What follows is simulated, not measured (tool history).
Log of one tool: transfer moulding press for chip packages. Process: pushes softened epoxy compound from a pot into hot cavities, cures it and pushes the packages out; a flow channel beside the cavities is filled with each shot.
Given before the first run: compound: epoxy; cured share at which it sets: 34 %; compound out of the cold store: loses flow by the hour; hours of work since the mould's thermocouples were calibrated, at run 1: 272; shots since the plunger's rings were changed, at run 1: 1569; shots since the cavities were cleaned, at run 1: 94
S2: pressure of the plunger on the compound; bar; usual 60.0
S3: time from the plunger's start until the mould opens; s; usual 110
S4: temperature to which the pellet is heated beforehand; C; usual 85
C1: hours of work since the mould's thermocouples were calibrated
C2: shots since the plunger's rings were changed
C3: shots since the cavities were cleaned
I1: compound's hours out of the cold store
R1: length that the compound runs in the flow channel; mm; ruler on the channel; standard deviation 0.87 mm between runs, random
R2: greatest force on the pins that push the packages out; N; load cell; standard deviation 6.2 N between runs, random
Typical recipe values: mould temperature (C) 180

run 1 hour=0.0 | mould_temperature_(C)=180 S2=60.0 S3=110 S4=85 | C1=272 C2=1569 C3=94 | I1=32.9 | R1=543.4 R2=244
run 2 hour=30.1 | mould_temperature_(C)=180 S2=60.0 S3=110 S4=85 | C1=287 C2=1800 C3=325 | I1=10.6 | R1=617.0 R2=269
-- hour=51.4 cavities cleaned with cleaning compound and waxed
run 3 hour=62.5 | mould_temperature_(C)=180 S2=60.0 S3=110 S4=85 | C1=303 C2=2038 C3=86 | I1=11.0 | R1=615.1 R2=244
-- hour=113.7 cavities cleaned with cleaning compound and waxed
run 4 hour=113.7 | mould_temperature_(C)=180 S2=60.0 S3=110 S4=85 | C1=328 C2=2421 C3=0 | I1=31.4 | R1=550.0 R2=228
run 5 hour=149.8 | mould_temperature_(C)=180 S2=60.0 S3=110 S4=85 | C1=346 C2=2698 C3=277 | I1=23.5 | R1=570.4 R2=245
-- hour=168.4 plunger's sealing rings changed
-- hour=181.0 cavities cleaned with cleaning compound and waxed
run 6 hour=206.3 | mould_temperature_(C)=180 S2=60.0 S3=110 S4=85 | C1=372 C2=280 C3=195 | I1=45.3 | R1=508.9 R2=231
-- hour=243.3 cavities cleaned with cleaning compound and waxed
run 7 hour=273.2 | mould_temperature_(C)=180 S2=60.0 S3=110 S4=85 | C1=405 C2=783 C3=230 | I1=34.2 | R1=540.0 R2=242
-- hour=304.8 cavities cleaned with cleaning compound and waxed
run 8 hour=313.7 | mould_temperature_(C)=180 S2=60.0 S3=110 S4=85 | C1=425 C2=1083 C3=68 | I1=31.4 | R1=548.0 R2=234
-- hour=343.1 mould's thermocouples calibrated
run 9 hour=347.3 | mould_temperature_(C)=180 S2=60.0 S3=110 S4=85 | C1=2 C2=1326 C3=311 | I1=40.5 | R1=520.8 R2=242
-- hour=368.4 cavities cleaned with cleaning compound and waxed
run 10 hour=394.6 | mould_temperature_(C)=180 S2=60.0 S3=110 S4=85 | C1=25 C2=1679 C3=202 | I1=17.5 | R1=592.9 R2=239
-- hour=432.0 cavities cleaned with cleaning compound and waxed
run 11 hour=442.5 | mould_temperature_(C)=180 S2=60.0 S3=110 S4=85 | C1=48 C2=2036 C3=81 | I1=29.4 | R1=554.4 R2=228
-- hour=495.6 cavities cleaned with cleaning compound and waxed
run 12 hour=501.7 | mould_temperature_(C)=180 S2=60.0 S3=116 S4=76 | C1=77 C2=2480 C3=47 | I1=8.6 | R1=624.3 R2=236
-- hour=551.3 plunger's sealing rings changed
-- hour=560.1 cavities cleaned with cleaning compound and waxed
run 13 hour=560.1 | mould_temperature_(C)=180 S2=60.0 S3=109 S4=85 | C1=105 C2=56 C3=0 | I1=16.4 | R1=596.8 R2=255
run 14 hour=590.4 | mould_temperature_(C)=176 S2=60.0 S3=131 S4=85 | C1=120 C2=290 C3=234 | I1=37.8 | R1=535.5 R2=227
-- hour=621.1 cavities cleaned with cleaning compound and waxed
run 15 hour=643.3 | mould_temperature_(C)=176 S2=60.0 S3=131 S4=85 | C1=146 C2=685 C3=171 | I1=28.1 | R1=564.0 R2=224
-- hour=686.3 cavities cleaned with cleaning compound and waxed
run 16 hour=710.9 | mould_temperature_(C)=178 S2=60.0 S3=131 S4=85 | C1=179 C2=1194 C3=189 | I1=10.8 | R1=618.9 R2=227
run 17 hour=742.6 | mould_temperature_(C)=182 S2=60.0 S3=98 S4=85 | C1=195 C2=1438 C3=433 | I1=26.4 | R1=560.4 R2=261
-- hour=749.4 cavities cleaned with cleaning compound and waxed
run 18 hour=807.3 | mould_temperature_(C)=175 S2=51.9 S3=98 S4=81 | C1=226 C2=1924 C3=445 | I1=42.9 | R1=487.1 R2=385
-- hour=814.5 cavities cleaned with cleaning compound and waxed
run 19 hour=870.7 | mould_temperature_(C)=182 S2=66.2 S3=131 S4=78 | C1=257 C2=2400 C3=431 | I1=19.6 | R1=612.1 R2=212

Consider 3 possible next runs. They are alternatives, not a sequence: every one starts from the tool as it was left by run 19. What does each give?
-- hour=876.4 cavities cleaned with cleaning compound and waxed
run A hour=906.2 | mould_temperature_(C)=172 S2=66.2 S3=123 S4=90 | C1=274 C2=2662 C3=229 | I1=23.0 | R1=? R2=?
-- hour=876.4 cavities cleaned with cleaning compound and waxed
run B hour=906.2 | mould_temperature_(C)=187 S2=66.2 S3=131 S4=78 | C1=274 C2=2662 C3=229 | I1=17.5 | R1=? R2=?
-- hour=876.4 cavities cleaned with cleaning compound and waxed
run C hour=906.2 | mould_temperature_(C)=180 S2=60.0 S3=145 S4=85 | C1=274 C2=2662 C3=229 | I1=17.5 | R1=? R2=?

run=A R1=620.7 R2=291
run=B R1=610.1 R2=206
run=C R1=592.7 R2=203
Without the tool's unlogged condition, the same runs would have read:
run=A R1=621.0 R2=289
run=B R1=610.3 R2=205
run=C R1=592.9 R2=201
